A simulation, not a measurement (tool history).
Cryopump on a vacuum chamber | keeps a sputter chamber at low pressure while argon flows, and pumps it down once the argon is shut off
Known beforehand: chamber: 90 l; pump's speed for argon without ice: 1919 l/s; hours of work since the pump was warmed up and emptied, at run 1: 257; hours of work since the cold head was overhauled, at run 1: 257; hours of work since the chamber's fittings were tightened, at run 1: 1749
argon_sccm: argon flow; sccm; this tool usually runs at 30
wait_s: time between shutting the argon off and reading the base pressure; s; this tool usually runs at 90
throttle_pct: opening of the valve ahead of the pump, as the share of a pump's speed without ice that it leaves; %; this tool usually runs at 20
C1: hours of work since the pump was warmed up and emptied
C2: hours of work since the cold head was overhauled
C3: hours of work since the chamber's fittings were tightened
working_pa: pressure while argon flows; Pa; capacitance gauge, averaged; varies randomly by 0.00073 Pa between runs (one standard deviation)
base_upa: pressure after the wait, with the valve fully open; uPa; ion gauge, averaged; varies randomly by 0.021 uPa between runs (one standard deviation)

{"run": 1, "day": 0.0, "argon_sccm": 30, "wait_s": 90, "throttle_pct": 20, "C1": 257, "C2": 257, "C3": 1749, "working_pa": 0.1341, "base_upa": 1.22}
{"run": 2, "day": 0.5, "argon_sccm": 14, "wait_s": 90, "throttle_pct": 20, "C1": 267, "C2": 267, "C3": 1759, "working_pa": 0.0629, "base_upa": 1.19}
{"run": 3, "day": 1.046, "argon_sccm": 14, "wait_s": 90, "throttle_pct": 20, "C1": 279, "C2": 279, "C3": 1771, "working_pa": 0.0618, "base_upa": 1.2}
{"run": 4, "day": 1.342, "argon_sccm": 14, "wait_s": 90, "throttle_pct": 20, "C1": 285, "C2": 285, "C3": 1777, "working_pa": 0.0619, "base_upa": 1.17}
{"run": 5, "day": 1.921, "argon_sccm": 30, "wait_s": 90, "throttle_pct": 20, "C1": 296, "C2": 296, "C3": 1788, "working_pa": 0.1343, "base_upa": 1.17}
{"run": 6, "day": 2.375, "argon_sccm": 30, "wait_s": 90, "throttle_pct": 40, "C1": 306, "C2": 306, "C3": 1798, "working_pa": 0.0676, "base_upa": 1.2}
{"run": 7, "day": 3.012, "argon_sccm": 30, "wait_s": 90, "throttle_pct": 20, "C1": 319, "C2": 319, "C3": 1811, "working_pa": 0.1345, "base_upa": 1.18}
{"run": 8, "day": 3.554, "argon_sccm": 30, "wait_s": 90, "throttle_pct": 20, "C1": 330, "C2": 330, "C3": 1822, "working_pa": 0.1342, "base_upa": 1.18}
{"run": 9, "day": 4.229, "argon_sccm": 30, "wait_s": 90, "throttle_pct": 20, "C1": 344, "C2": 344, "C3": 1836, "working_pa": 0.1343, "base_upa": 1.19}
{"run": 10, "day": 4.854, "argon_sccm": 30, "wait_s": 90, "throttle_pct": 20, "C1": 356, "C2": 356, "C3": 1848, "working_pa": 0.1331, "base_upa": 1.2}
{"run": 11, "day": 5.358, "argon_sccm": 30, "wait_s": 90, "throttle_pct": 20, "C1": 367, "C2": 367, "C3": 1859, "working_pa": 0.1329, "base_upa": 1.22}
{"run": 12, "day": 6.033, "argon_sccm": 30, "wait_s": 90, "throttle_pct": 20, "C1": 380, "C2": 380, "C3": 1872, "working_pa": 0.1334, "base_upa": 1.29}
{"run": 13, "day": 6.504, "argon_sccm": 16, "wait_s": 90, "throttle_pct": 20, "C1": 390, "C2": 390, "C3": 1882, "working_pa": 0.0715, "base_upa": 1.22}
{"run": 14, "day": 7.079, "argon_sccm": 16, "wait_s": 90, "throttle_pct": 20, "C1": 402, "C2": 402, "C3": 1894, "working_pa": 0.0713, "base_upa": 1.26}
{"run": 15, "day": 7.75, "argon_sccm": 16, "wait_s": 90, "throttle_pct": 20, "C1": 415, "C2": 415, "C3": 1908, "working_pa": 0.0705, "base_upa": 1.26}
{"run": 16, "day": 8.358, "argon_sccm": 16, "wait_s": 90, "throttle_pct": 20, "C1": 428, "C2": 428, "C3": 1920, "working_pa": 0.0712, "base_upa": 1.2}
{"run": 17, "day": 9.0, "argon_sccm": 30, "wait_s": 90, "throttle_pct": 20, "C1": 441, "C2": 441, "C3": 1933, "working_pa": 0.1351, "base_upa": 1.31}
{"run": 18, "day": 9.658, "argon_sccm": 30, "wait_s": 90, "throttle_pct": 20, "C1": 455, "C2": 455, "C3": 1947, "working_pa": 0.1358, "base_upa": 1.25}
{"run": 19, "day": 10.033, "argon_sccm": 16, "wait_s": 35, "throttle_pct": 20, "C1": 462, "C2": 462, "C3": 1954, "working_pa": 0.0716, "base_upa": 1.84}
{"run": 20, "day": 10.612, "argon_sccm": 16, "wait_s": 35, "throttle_pct": 20, "C1": 474, "C2": 474, "C3": 1966, "working_pa": 0.0724, "base_upa": 1.79}
{"run": 21, "day": 10.992, "argon_sccm": 30, "wait_s": 90, "throttle_pct": 27, "C1": 482, "C2": 482, "C3": 1974, "working_pa": 0.0999, "base_upa": 1.29}
{"run": 22, "day": 11.371, "argon_sccm": 30, "wait_s": 90, "throttle_pct": 27, "C1": 489, "C2": 489, "C3": 1981, "working_pa": 0.1001, "base_upa": 1.31}
{"run": 23, "day": 11.892, "argon_sccm": 40, "wait_s": 90, "throttle_pct": 40, "C1": 500, "C2": 500, "C3": 1992, "working_pa": 0.0924, "base_upa": 1.35}
{"run": 24, "day": 12.304, "argon_sccm": 30, "wait_s": 111, "throttle_pct": 19, "C1": 509, "C2": 509, "C3": 2001, "working_pa": 0.1416, "base_upa": 1.28}
{"run": 25, "day": 12.975, "argon_sccm": 26, "wait_s": 24, "throttle_pct": 28, "C1": 522, "C2": 522, "C3": 2014, "working_pa": 0.0852, "base_upa": 2.2}
{"run": 26, "day": 13.404, "argon_sccm": 49, "wait_s": 90, "throttle_pct": 30, "C1": 531, "C2": 531, "C3": 2023, "working_pa": 0.1502, "base_upa": 1.31}
{"run": 27, "day": 13.858, "argon_sccm": 12, "wait_s": 125, "throttle_pct": 45, "C1": 540, "C2": 540, "C3": 2032, "working_pa": 0.0247, "base_upa": 1.21}
{"run": 28, "day": 14.179, "argon_sccm": 14, "wait_s": 250, "throttle_pct": 18, "C1": 547, "C2": 547, "C3": 2039, "working_pa": 0.0704, "base_upa": 1.11}
{"run": 29, "day": 14.533, "argon_sccm": 14, "wait_s": 250, "throttle_pct": 18, "C1": 554, "C2": 554, "C3": 2046, "working_pa": 0.0705, "base_upa": 1.11}
{"run": 30, "day": 15.146, "argon_sccm": 14, "wait_s": 71, "throttle_pct": 41, "C1": 567, "C2": 567, "C3": 2059, "working_pa": 0.0319, "base_upa": 1.43}
{"run": 31, "day": 15.6, "argon_sccm": 14, "wait_s": 71, "throttle_pct": 41, "C1": 576, "C2": 576, "C3": 2068, "working_pa": 0.0307, "base_upa": 1.5}
{"run": 32, "day": 16.192, "argon_sccm": 14, "wait_s": 108, "throttle_pct": 41, "C1": 588, "C2": 588, "C3": 2080, "working_pa": 0.031, "base_upa": 1.3}
{"run": 33, "day": 16.496, "argon_sccm": 33, "wait_s": 111, "throttle_pct": 52, "C1": 594, "C2": 594, "C3": 2086, "working_pa": 0.0594, "base_upa": 1.37}
{"run": 34, "day": 17.038, "argon_sccm": 30, "wait_s": 90, "throttle_pct": 49, "C1": 605, "C2": 605, "C3": 2097, "working_pa": 0.0576, "base_upa": 1.38}
{"run": 35, "day": 17.671, "argon_sccm": 30, "wait_s": 90, "throttle_pct": 49, "C1": 618, "C2": 618, "C3": 2110, "working_pa": 0.058, "base_upa": 1.39}

Predict each of these 3 candidate next runs independently; none follows another, all start after run 35:
{"run": "A", "day": 18.308, "argon_sccm": 51, "wait_s": 90, "throttle_pct": 16, "C1": 631, "C2": 631, "C3": 2123, "working_pa": "?", "base_upa": "?"}
{"run": "B", "day": 18.308, "argon_sccm": 35, "wait_s": 90, "throttle_pct": 49, "C1": 631, "C2": 631, "C3": 2123, "working_pa": "?", "base_upa": "?"}
{"run": "C", "day": 18.308, "argon_sccm": 30, "wait_s": 112, "throttle_pct": 23, "C1": 631, "C2": 631, "C3": 2123, "working_pa": "?", "base_upa": "?"}

run=A working_pa=0.2886 base_upa=1.36
run=B working_pa=0.0666 base_upa=1.36
run=C working_pa=0.1188 base_upa=1.29
What these runs would have given with no unlogged condition in the tool:
run=A working_pa=0.2821 base_upa=0.49
run=B working_pa=0.0622 base_upa=0.49
run=C working_pa=0.1150 base_upa=0.41

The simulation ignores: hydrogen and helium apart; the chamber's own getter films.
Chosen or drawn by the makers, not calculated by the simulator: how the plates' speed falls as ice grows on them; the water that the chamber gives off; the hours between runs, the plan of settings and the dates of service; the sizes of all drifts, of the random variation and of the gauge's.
